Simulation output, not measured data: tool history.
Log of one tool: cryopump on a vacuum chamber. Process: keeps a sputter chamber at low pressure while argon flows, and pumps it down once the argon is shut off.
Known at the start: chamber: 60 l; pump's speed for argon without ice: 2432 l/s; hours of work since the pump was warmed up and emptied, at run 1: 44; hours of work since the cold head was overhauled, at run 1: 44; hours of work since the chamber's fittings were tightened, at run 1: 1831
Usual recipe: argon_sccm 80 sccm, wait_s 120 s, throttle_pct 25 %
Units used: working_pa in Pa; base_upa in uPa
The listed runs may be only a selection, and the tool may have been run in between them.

run   hour  argon_sccm  wait_s  throttle_pct  hours of work since the pump was warmed up and emptied  hours of work since the cold head was overhauled  hours of work since the chamber's fittings were tightened  working_pa  base_upa
  1    0.0          80     120            25                                                      44                                                44                                                       1831      0.2250      1.40
  2   29.5          80     120            25                                                      68                                                68                                                       1855      0.2261      1.41
  3   61.3          80     120            55                                                      94                                                94                                                       1881      0.1054      1.45
  4   81.6          80     120            25                                                     110                                               110                                                       1897      0.2284      1.51
  5  110.0          80     120            25                                                     134                                               134                                                       1920      0.2289      1.51
  6  127.8          80     120            25                                                     148                                               148                                                       1935      0.2321      1.57
  7  157.8          80     120            53                                                     172                                               172                                                       1959      0.1142      1.62
  8  186.8          80     120            25                                                     196                                               196                                                       1983      0.2332      1.70
  9  215.6          80     120            25                                                     219                                               219                                                       2006      0.2348      1.65
 10  239.7          80     120            25                                                     239                                               239                                                       2026      0.2372      1.77
 11  254.9          80     120            25                                                     251                                               251                                                       2038      0.2372      1.75
 12  283.3          80     120            25                                                     274                                               274                                                       2061      0.2413      1.80
 13  308.9          80     120            25                                                     295                                               295                                                       2082      0.2394      1.90
 14  325.9          80     120            25                                                     309                                               309                                                       2096      0.2431      1.89
 15  346.4          62     120            25                                                     326                                               326                                                       2113      0.1887      1.96
 16  371.6          80     120            23                                                     346                                               346                                                       2133      0.2640      1.94
 17  400.5          80     120            23                                                     370                                               370                                                       2157      0.2681      2.07

For run 18, what comes out?
     410.5  -- pump warmed up, emptied and cooled again
 18  431.3          80     120            31                                                      17                                               391                                                       2178           ?         ?

Logged for run 18: working_pa 0.1814 Pa, base_upa 1.57 uPa.
Had the tool carried no hidden state, the very same run would have given working_pa 0.1802 Pa, base_upa 0.51 uPa.
